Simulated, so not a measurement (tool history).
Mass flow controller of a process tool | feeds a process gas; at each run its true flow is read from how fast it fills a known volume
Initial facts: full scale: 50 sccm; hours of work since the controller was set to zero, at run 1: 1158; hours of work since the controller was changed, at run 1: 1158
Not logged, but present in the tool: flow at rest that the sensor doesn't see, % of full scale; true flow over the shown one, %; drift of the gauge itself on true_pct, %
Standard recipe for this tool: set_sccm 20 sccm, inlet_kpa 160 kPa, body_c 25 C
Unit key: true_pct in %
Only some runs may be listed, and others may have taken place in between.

run    hour  set_sccm  inlet_kpa  body_c  hours of work since the controller was set to zero  hours of work since the controller was changed  true_pct
  1     0.0        20        160      25                                                1158                                            1158     98.36
  2    91.3        20        160      25                                                1214                                            1214     98.33
  3   187.4        20        160      25                                                1272                                            1272     98.23
  4   231.5        20        160      37                                                1299                                            1299     97.57
  5   290.4        20        160      26                                                1335                                            1335     98.07
  6   349.6        20        160      31                                                1371                                            1371     97.79
  7   425.9        20        160      31                                                1417                                            1417     97.83
  8   499.4        20        160      25                                                1462                                            1462     98.01
  9   550.5        20        160      25                                                1493                                            1493     98.21
 10   596.8        20        160      25                                                1521                                            1521     98.11
 11   671.8        22        160      25                                                1567                                            1567     98.34
 12   744.4        24        229      36                                                1611                                            1611     97.32
 13   813.4        46        222      36                                                1653                                            1653     98.62
 14   889.9        20        177      21                                                1699                                            1699     97.98
 15   967.4        20        177      21                                                1746                                            1746     97.87
 16  1013.1        18        208      25                                                1774                                            1774     97.58
 17  1056.5        18        225      28                                                1800                                            1800     97.22
 18  1120.8        18        225      28                                                1839                                            1839     97.44
 19  1193.9        18        225      28                                                1884                                            1884     97.19
 20  1243.4        18        225      28                                                1914                                            1914     97.29

Below are 3 alternative next runs, each starting from the tool's condition after run 20. Predict each:
  A  1320.7         8        160      25                                                1961                                            1961         ?
  B  1320.7        13        225      25                                                1961                                            1961         ?
  C  1320.7        18        227      28                                                1961                                            1961         ?

run  true_pct
  A     96.90
  B     97.03
  C     97.12
The same runs, with their run-to-run variation unchanged, on a tool lacking any hidden condition would have given:
run  true_pct
  A     97.61
  B     97.74
  C     97.84

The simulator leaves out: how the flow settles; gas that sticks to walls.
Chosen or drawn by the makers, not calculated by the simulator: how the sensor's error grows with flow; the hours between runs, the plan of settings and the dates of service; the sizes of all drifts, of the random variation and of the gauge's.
